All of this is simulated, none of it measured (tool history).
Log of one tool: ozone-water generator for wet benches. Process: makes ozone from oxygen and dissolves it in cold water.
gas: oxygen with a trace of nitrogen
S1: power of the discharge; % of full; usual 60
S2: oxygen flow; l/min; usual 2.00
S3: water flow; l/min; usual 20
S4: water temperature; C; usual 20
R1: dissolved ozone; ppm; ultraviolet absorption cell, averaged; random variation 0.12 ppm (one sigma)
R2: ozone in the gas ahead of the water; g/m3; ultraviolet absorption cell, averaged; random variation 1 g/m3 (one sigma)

run    hour  S1    S2  S3  S4    R1     R2
  1     0.0  60  2.00  20  20  10.0  175.3
  2   146.1  60  2.00  20  20  10.3  174.0
  3   295.3  60  2.00  23  20   8.7  173.1
  4   435.1  60  2.00  23  27   8.3  174.5
  5   631.4  60  1.01  23  27   6.8  244.5
  6   830.9  60  1.01  23  27   6.8  243.4
  7   930.5  60  1.01  23  27   6.6  242.0
  8  1039.7  60  1.01  23  27   6.7  242.6
  9  1146.8  60  2.00  20  20   9.8  171.4
 10  1248.7  60  2.00  20  20   9.8  170.9
 11  1429.9  60  2.00  20  20   9.6  169.4
 12  1634.5  60  2.00  17  20  11.5  170.1
 13  1766.6  60  2.00  17  20  11.6  169.1
 14  1853.6  60  2.00  17  20  11.7  169.1
 15  2010.6  60  2.00  17  20  11.2  170.4
 16  2178.2  60  2.00  17  20  11.3  169.3
 17  2305.6  60  2.00  17  20  11.4  168.6
 18  2488.1  43  2.66  32  21   5.0  115.2
 19  2651.8  43  2.66  32  21   5.0  115.1
 20  2814.8  43  2.14  32  21   4.6  128.0
 21  2905.5  43  2.14  32  21   4.8  128.1
 22  3078.5  43  2.14  21  20   7.4  127.5
 23  3279.7  60  1.59  20  28   8.4  187.4
 24  3428.1  60  1.59  20  28   8.6  188.0
 25  3526.8  60  1.59  20  28   8.5  186.5
 26  3711.2  60  1.59  20  28   8.2  187.4
 27  3863.9  60  1.59  20  28   8.2  184.4
 28  4014.1  94  1.59  17  28  12.9  252.6
 29  4150.6  94  1.59  17  28  13.0  249.0
 30  4334.3  94  1.59  17  28  12.9  248.5
 31  4498.1  60  2.00  13  12  14.9  163.7
 32  4635.8  78  1.79  16  14  13.9  207.3
 33  4732.2  78  1.79  16  14  13.8  206.7
     4776.0  -- water thermometer calibrated
 34  4834.7  78  1.79  16  14  13.7  203.5

Hidden state or all else? Some run-to-run changes of R1, split into what the settings, what came in and random variation would give without the hidden state, and what is left for the hidden state (with any gauge scatter that isn't in both results):
The hidden state here: yield of the discharge, % of new electrodes'; contactor's efficiency, % of a clean one's; true water temperature over the reading, C; drift of the gauge itself on ozone_ppm, %; drift of the gauge itself on gas_g_m3, %.
Run 8 -> 9: S2 1.01 -> 2.00, S3 23 -> 20, S4 27 -> 20. R1 +3.1 ppm: hidden state -0.3, all else +3.4.
Run 17 -> 18: S1 60 -> 43, S2 2.00 -> 2.66, S3 17 -> 32, S4 20 -> 21. R1 -6.4 ppm: hidden state +0.6, all else -7.0.
Run 27 -> 28: S1 60 -> 94, S3 20 -> 17. R1 +4.7 ppm: hidden state -1.2, all else +5.9.

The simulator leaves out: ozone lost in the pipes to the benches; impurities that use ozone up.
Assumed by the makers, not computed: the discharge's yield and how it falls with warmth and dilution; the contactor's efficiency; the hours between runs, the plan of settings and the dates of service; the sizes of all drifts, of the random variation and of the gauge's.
